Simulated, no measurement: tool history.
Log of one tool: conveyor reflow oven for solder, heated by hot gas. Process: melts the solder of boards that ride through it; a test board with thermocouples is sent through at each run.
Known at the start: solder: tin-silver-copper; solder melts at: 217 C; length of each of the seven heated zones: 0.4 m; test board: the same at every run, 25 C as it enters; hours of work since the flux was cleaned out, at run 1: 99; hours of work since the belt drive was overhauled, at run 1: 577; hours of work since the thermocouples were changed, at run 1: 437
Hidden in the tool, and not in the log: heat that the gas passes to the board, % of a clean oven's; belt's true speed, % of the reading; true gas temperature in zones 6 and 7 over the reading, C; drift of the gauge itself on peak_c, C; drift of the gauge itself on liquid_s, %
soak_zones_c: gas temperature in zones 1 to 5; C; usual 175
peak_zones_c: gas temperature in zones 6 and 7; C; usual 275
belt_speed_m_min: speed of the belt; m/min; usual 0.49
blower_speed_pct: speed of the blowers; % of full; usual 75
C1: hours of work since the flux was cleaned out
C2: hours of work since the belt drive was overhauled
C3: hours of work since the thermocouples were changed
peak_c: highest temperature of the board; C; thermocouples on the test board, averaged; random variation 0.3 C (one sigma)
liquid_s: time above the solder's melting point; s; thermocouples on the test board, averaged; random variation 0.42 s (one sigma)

Run 1, day 0: usual settings; C1 99; C2 577; C3 437. Result: peak_c 263.4 C, liquid_s 82.8 s.
Run 2, day 1.325: usual settings; C1 116; C2 594; C3 454. Result: peak_c 262.8 C, liquid_s 83.9 s.
Run 3, day 3.242: usual settings but soak_zones_c 182 C; C1 140; C2 618; C3 478. Result: peak_c 263.7 C, liquid_s 87.7 s.
Run 4, day 4.721: usual settings; C1 159; C2 636; C3 497. Result: peak_c 263.5 C, liquid_s 83.3 s.
Run 5, day 6.246: usual settings but peak_zones_c 286 C; C1 178; C2 656; C3 516. Result: peak_c 273.1 C, liquid_s 89.6 s.
At day 6.667: thermocouples of zones 6 and 7 changed.
Run 6, day 8.196: usual settings but peak_zones_c 286 C, blower_speed_pct 62 % of full; C1 201; C2 679; C3 19. Result: peak_c 270.1 C, liquid_s 87.6 s.
Run 7, day 10.517: usual settings but blower_speed_pct 51 % of full; C1 230; C2 708; C3 48. Result: peak_c 256.9 C, liquid_s 77.9 s.
Run 8, day 12.096: usual settings but blower_speed_pct 51 % of full; C1 250; C2 728; C3 68. Result: peak_c 256.7 C, liquid_s 77.9 s.
At day 13.325: flux residue cleaned out of gas plates and filters.
Run 9, day 14.208: usual settings; C1 11; C2 752; C3 92. Result: peak_c 263.1 C, liquid_s 83.8 s.
Run 10, day 15.504: usual settings but belt_speed_m_min 0.407 m/min; C1 27; C2 768; C3 108. Result: peak_c 267.4 C, liquid_s 104.4 s.
Run 11, day 17.117: usual settings but belt_speed_m_min 0.407 m/min; C1 48; C2 789; C3 129. Result: peak_c 267.7 C, liquid_s 104.1 s.
Run 12, day 18.467: usual settings but belt_speed_m_min 0.407 m/min; C1 65; C2 806; C3 146. Result: peak_c 267.2 C, liquid_s 105.4 s.
Run 13, day 19.721: usual settings but belt_speed_m_min 0.407 m/min; C1 80; C2 821; C3 161. Result: peak_c 267.6 C, liquid_s 105.1 s.
Run 14, day 20.842: usual settings but soak_zones_c 176 C, peak_zones_c 271 C, belt_speed_m_min 0.414 m/min, blower_speed_pct 69 % of full; C1 94; C2 835; C3 175. Result: peak_c 262.5 C, liquid_s 99.9 s.
Run 15, day 23.408: usual settings but soak_zones_c 168 C, peak_zones_c 284 C, belt_speed_m_min 0.425 m/min, blower_speed_pct 69 % of full; C1 127; C2 868; C3 208. Result: peak_c 273.7 C, liquid_s 100.8 s.
Run 16, day 24.629: usual settings but soak_zones_c 172 C, belt_speed_m_min 0.394 m/min; C1 142; C2 883; C3 223. Result: peak_c 268.2 C, liquid_s 107.5 s.
Run 17, day 26.967: usual settings but soak_zones_c 170 C, peak_zones_c 274 C, belt_speed_m_min 0.429 m/min, blower_speed_pct 86 % of full; C1 171; C2 912; C3 252. Result: peak_c 266.3 C, liquid_s 96.9 s.
Run 18, day 28.117: usual settings but soak_zones_c 170 C, peak_zones_c 274 C, belt_speed_m_min 0.429 m/min, blower_speed_pct 86 % of full; C1 186; C2 927; C3 267. Result: peak_c 266.5 C, liquid_s 97 s.
Run 19, day 30.058: usual settings but soak_zones_c 187 C, peak_zones_c 274 C, belt_speed_m_min 0.543 m/min, blower_speed_pct 59 % of full; C1 210; C2 951; C3 291. Result: peak_c 257.5 C, liquid_s 75.8 s.
Run 20, day 31.95: usual settings but soak_zones_c 187 C, peak_zones_c 274 C, belt_speed_m_min 0.478 m/min, blower_speed_pct 84 % of full; C1 234; C2 975; C3 315. Result: peak_c 265.3 C, liquid_s 93.2 s.
Run 21, day 33.021: usual settings but soak_zones_c 168 C, belt_speed_m_min 0.443 m/min; C1 247; C2 988; C3 328. Result: peak_c 265.1 C, liquid_s 92.2 s.
At day 34.579: flux residue cleaned out of gas plates and filters.
Run 22, day 35.592: usual settings but belt_speed_m_min 0.439 m/min; C1 13; C2 1018; C3 358. Result: peak_c 266.5 C, liquid_s 95.5 s.
Run 23, day 37.429: usual settings but belt_speed_m_min 0.566 m/min, blower_speed_pct 54 % of full; C1 36; C2 1041; C3 381. Result: peak_c 252.9 C, liquid_s 62.9 s.
Run 24, day 38.696: usual settings but soak_zones_c 167 C, peak_zones_c 288 C, belt_speed_m_min 0.416 m/min, blower_speed_pct 69 % of full; C1 52; C2 1057; C3 397. Result: peak_c 278 C, liquid_s 105.9 s.
Run 25, day 40.829: usual settings but soak_zones_c 167 C, peak_zones_c 288 C, belt_speed_m_min 0.416 m/min, blower_speed_pct 69 % of full; C1 79; C2 1084; C3 424. Result: peak_c 278 C, liquid_s 106.1 s.

Forecast each of these 3 alternatives for the next run:
Run A, day 42.908: usual settings but soak_zones_c 178 C, belt_speed_m_min 0.427 m/min, blower_speed_pct 53 % of full; C1 105; C2 1110; C3 450. Result: peak_c ?, liquid_s ?.
Run B, day 42.908: usual settings but soak_zones_c 167 C, peak_zones_c 281 C, belt_speed_m_min 0.416 m/min, blower_speed_pct 69 % of full; C1 105; C2 1110; C3 450. Result: peak_c ?, liquid_s ?.
Run C, day 42.908: usual settings but soak_zones_c 172 C, peak_zones_c 266 C, blower_speed_pct 52 % of full; C1 105; C2 1110; C3 450. Result: peak_c ?, liquid_s ?.

run  peak_c  liquid_s
  A   262.3      97.1
  B     271     101.5
  C   248.7      69.1
Without the tool's hidden state the same runs would have given:
run  peak_c  liquid_s
  A   262.1      96.7
  B   270.8     101.1
  C   248.5      68.8

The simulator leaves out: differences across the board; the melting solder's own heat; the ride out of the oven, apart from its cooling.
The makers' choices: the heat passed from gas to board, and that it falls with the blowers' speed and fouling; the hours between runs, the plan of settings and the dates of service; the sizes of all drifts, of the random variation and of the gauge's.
